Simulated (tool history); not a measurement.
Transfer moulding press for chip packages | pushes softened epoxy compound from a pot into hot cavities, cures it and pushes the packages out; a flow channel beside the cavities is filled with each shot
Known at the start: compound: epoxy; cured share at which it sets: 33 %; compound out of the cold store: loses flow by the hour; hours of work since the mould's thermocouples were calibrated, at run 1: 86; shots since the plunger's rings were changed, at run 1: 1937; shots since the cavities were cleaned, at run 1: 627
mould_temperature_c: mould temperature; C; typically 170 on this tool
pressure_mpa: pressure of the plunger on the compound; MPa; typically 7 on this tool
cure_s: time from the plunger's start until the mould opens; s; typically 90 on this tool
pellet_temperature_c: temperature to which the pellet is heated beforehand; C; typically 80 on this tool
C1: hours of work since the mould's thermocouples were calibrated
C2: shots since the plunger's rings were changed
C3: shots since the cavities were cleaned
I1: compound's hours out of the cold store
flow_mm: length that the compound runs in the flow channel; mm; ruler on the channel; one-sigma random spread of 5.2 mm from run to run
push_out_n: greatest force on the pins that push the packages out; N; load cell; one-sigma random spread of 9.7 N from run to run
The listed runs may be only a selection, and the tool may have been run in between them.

{"run": 1, "hour": 0.0, "mould_temperature_c": 170, "pressure_mpa": 7, "cure_s": 90, "pellet_temperature_c": 80, "C1": 86, "C2": 1937, "C3": 627, "I1": 42.4, "flow_mm": 705, "push_out_n": 786}
{"run": 2, "hour": 6.5, "mould_temperature_c": 170, "pressure_mpa": 7, "cure_s": 90, "pellet_temperature_c": 80, "C1": 90, "C2": 2017, "C3": 707, "I1": 12.7, "flow_mm": 843, "push_out_n": 862}
{"run": 3, "hour": 17.2, "mould_temperature_c": 170, "pressure_mpa": 7, "cure_s": 90, "pellet_temperature_c": 80, "C1": 96, "C2": 2149, "C3": 839, "I1": 27.3, "flow_mm": 766, "push_out_n": 906}
{"hour": 19.2, "done": "cavities cleaned with cleaning compound and waxed"}
{"run": 4, "hour": 24.3, "mould_temperature_c": 170, "pressure_mpa": 7, "cure_s": 90, "pellet_temperature_c": 80, "C1": 100, "C2": 2219, "C3": 63, "I1": 39.7, "flow_mm": 711, "push_out_n": 1074}
{"run": 5, "hour": 31.2, "mould_temperature_c": 170, "pressure_mpa": 7, "cure_s": 90, "pellet_temperature_c": 73, "C1": 104, "C2": 2304, "C3": 148, "I1": 23.8, "flow_mm": 787, "push_out_n": 1180}
{"run": 6, "hour": 38.8, "mould_temperature_c": 170, "pressure_mpa": 7, "cure_s": 90, "pellet_temperature_c": 73, "C1": 109, "C2": 2397, "C3": 241, "I1": 27, "flow_mm": 771, "push_out_n": 1123}
{"run": 7, "hour": 49.5, "mould_temperature_c": 170, "pressure_mpa": 7, "cure_s": 99, "pellet_temperature_c": 73, "C1": 115, "C2": 2530, "C3": 374, "I1": 41.3, "flow_mm": 713, "push_out_n": 876}
{"hour": 51.9, "done": "cavities cleaned with cleaning compound and waxed, once more"}
{"run": 8, "hour": 57.4, "mould_temperature_c": 170, "pressure_mpa": 7, "cure_s": 99, "pellet_temperature_c": 73, "C1": 119, "C2": 2608, "C3": 68, "I1": 28.4, "flow_mm": 758, "push_out_n": 451}
{"run": 9, "hour": 67.9, "mould_temperature_c": 170, "pressure_mpa": 7, "cure_s": 99, "pellet_temperature_c": 73, "C1": 125, "C2": 2738, "C3": 198, "I1": 32.6, "flow_mm": 747, "push_out_n": 543}
{"run": 10, "hour": 76.0, "mould_temperature_c": 170, "pressure_mpa": 5.5, "cure_s": 90, "pellet_temperature_c": 80, "C1": 130, "C2": 2838, "C3": 298, "I1": 15, "flow_mm": 733, "push_out_n": 704}
{"run": 11, "hour": 84.5, "mould_temperature_c": 170, "pressure_mpa": 7, "cure_s": 90, "pellet_temperature_c": 80, "C1": 136, "C2": 2944, "C3": 404, "I1": 22.5, "flow_mm": 782, "push_out_n": 739}
{"run": 12, "hour": 91.7, "mould_temperature_c": 170, "pressure_mpa": 7, "cure_s": 107, "pellet_temperature_c": 80, "C1": 140, "C2": 3031, "C3": 491, "I1": 34.5, "flow_mm": 727, "push_out_n": 590}
{"run": 13, "hour": 103.6, "mould_temperature_c": 170, "pressure_mpa": 7, "cure_s": 107, "pellet_temperature_c": 80, "C1": 147, "C2": 3179, "C3": 639, "I1": 41.9, "flow_mm": 697, "push_out_n": 657}
{"run": 14, "hour": 113.5, "mould_temperature_c": 170, "pressure_mpa": 7, "cure_s": 107, "pellet_temperature_c": 80, "C1": 153, "C2": 3301, "C3": 761, "I1": 8.3, "flow_mm": 841, "push_out_n": 700}
{"hour": 122.1, "done": "cavities cleaned with cleaning compound and waxed"}
{"run": 15, "hour": 122.6, "mould_temperature_c": 165, "pressure_mpa": 7, "cure_s": 90, "pellet_temperature_c": 80, "C1": 158, "C2": 3395, "C3": 7, "I1": 44.5, "flow_mm": 691, "push_out_n": 621}
{"hour": 129.2, "done": "plunger's sealing rings changed"}
{"run": 16, "hour": 135.9, "mould_temperature_c": 170, "pressure_mpa": 7, "cure_s": 90, "pellet_temperature_c": 89, "C1": 165, "C2": 82, "C3": 140, "I1": 11.7, "flow_mm": 873, "push_out_n": 599}
{"run": 17, "hour": 141.9, "mould_temperature_c": 170, "pressure_mpa": 7, "cure_s": 90, "pellet_temperature_c": 89, "C1": 168, "C2": 156, "C3": 214, "I1": 42.8, "flow_mm": 726, "push_out_n": 575}
{"run": 18, "hour": 153.2, "mould_temperature_c": 170, "pressure_mpa": 7, "cure_s": 90, "pellet_temperature_c": 89, "C1": 175, "C2": 295, "C3": 353, "I1": 47.1, "flow_mm": 704, "push_out_n": 655}
{"run": 19, "hour": 159.0, "mould_temperature_c": 170, "pressure_mpa": 7, "cure_s": 90, "pellet_temperature_c": 85, "C1": 179, "C2": 367, "C3": 425, "I1": 42.6, "flow_mm": 728, "push_out_n": 739}
{"run": 20, "hour": 170.4, "mould_temperature_c": 170, "pressure_mpa": 7, "cure_s": 90, "pellet_temperature_c": 84, "C1": 186, "C2": 507, "C3": 565, "I1": 30.8, "flow_mm": 774, "push_out_n": 790}
{"run": 21, "hour": 178.7, "mould_temperature_c": 175, "pressure_mpa": 7, "cure_s": 90, "pellet_temperature_c": 72, "C1": 191, "C2": 610, "C3": 668, "I1": 25.4, "flow_mm": 785, "push_out_n": 671}
{"run": 22, "hour": 189.9, "mould_temperature_c": 175, "pressure_mpa": 7, "cure_s": 90, "pellet_temperature_c": 72, "C1": 197, "C2": 748, "C3": 806, "I1": 45.7, "flow_mm": 701, "push_out_n": 681}
{"hour": 195.2, "done": "cavities cleaned with cleaning compound and waxed"}
{"run": 23, "hour": 199.1, "mould_temperature_c": 163, "pressure_mpa": 7, "cure_s": 84, "pellet_temperature_c": 72, "C1": 202, "C2": 843, "C3": 48, "I1": 32.1, "flow_mm": 782, "push_out_n": 975}
{"run": 24, "hour": 209.8, "mould_temperature_c": 163, "pressure_mpa": 7, "cure_s": 84, "pellet_temperature_c": 72, "C1": 209, "C2": 976, "C3": 181, "I1": 48, "flow_mm": 712, "push_out_n": 1108}
{"run": 25, "hour": 218.8, "mould_temperature_c": 163, "pressure_mpa": 7.36, "cure_s": 72, "pellet_temperature_c": 90, "C1": 214, "C2": 1087, "C3": 292, "I1": 20.6, "flow_mm": 858, "push_out_n": 1713}
{"run": 26, "hour": 226.4, "mould_temperature_c": 168, "pressure_mpa": 5.74, "cure_s": 99, "pellet_temperature_c": 84, "C1": 219, "C2": 1181, "C3": 386, "I1": 11.4, "flow_mm": 771, "push_out_n": 718}
{"run": 27, "hour": 233.4, "mould_temperature_c": 168, "pressure_mpa": 8.39, "cure_s": 129, "pellet_temperature_c": 84, "C1": 223, "C2": 1267, "C3": 472, "I1": 23.8, "flow_mm": 881, "push_out_n": 565}
{"run": 28, "hour": 239.4, "mould_temperature_c": 168, "pressure_mpa": 8.39, "cure_s": 129, "pellet_temperature_c": 84, "C1": 227, "C2": 1341, "C3": 546, "I1": 12.5, "flow_mm": 936, "push_out_n": 562}

Consider 5 possible next runs. They are alternatives, not a sequence: every one starts from the tool as it was left by run 28. What does each give?
{"run": "A", "hour": 251.3, "mould_temperature_c": 167, "pressure_mpa": 5.35, "cure_s": 90, "pellet_temperature_c": 90, "C1": 234, "C2": 1487, "C3": 692, "I1": 12.6, "flow_mm": "?", "push_out_n": "?"}
{"run": "B", "hour": 251.3, "mould_temperature_c": 170, "pressure_mpa": 7.38, "cure_s": 100, "pellet_temperature_c": 84, "C1": 234, "C2": 1487, "C3": 692, "I1": 38.6, "flow_mm": "?", "push_out_n": "?"}
{"run": "C", "hour": 251.3, "mould_temperature_c": 171, "pressure_mpa": 8.39, "cure_s": 129, "pellet_temperature_c": 84, "C1": 234, "C2": 1487, "C3": 692, "I1": 43.1, "flow_mm": "?", "push_out_n": "?"}
{"run": "D", "hour": 251.3, "mould_temperature_c": 173, "pressure_mpa": 7, "cure_s": 80, "pellet_temperature_c": 88, "C1": 234, "C2": 1487, "C3": 692, "I1": 18.9, "flow_mm": "?", "push_out_n": "?"}
{"run": "E", "hour": 251.3, "mould_temperature_c": 168, "pressure_mpa": 8.41, "cure_s": 102, "pellet_temperature_c": 79, "C1": 234, "C2": 1487, "C3": 692, "I1": 24.9, "flow_mm": "?", "push_out_n": "?"}

run=A flow_mm=747 push_out_n=1047
run=B flow_mm=747 push_out_n=714
run=C flow_mm=773 push_out_n=606
run=D flow_mm=816 push_out_n=889
run=E flow_mm=869 push_out_n=793
Without the tool's unlogged condition, the same runs would have read:
run=A flow_mm=763 push_out_n=535
run=B flow_mm=763 push_out_n=376
run=C flow_mm=789 push_out_n=320
run=D flow_mm=833 push_out_n=457
run=E flow_mm=888 push_out_n=412
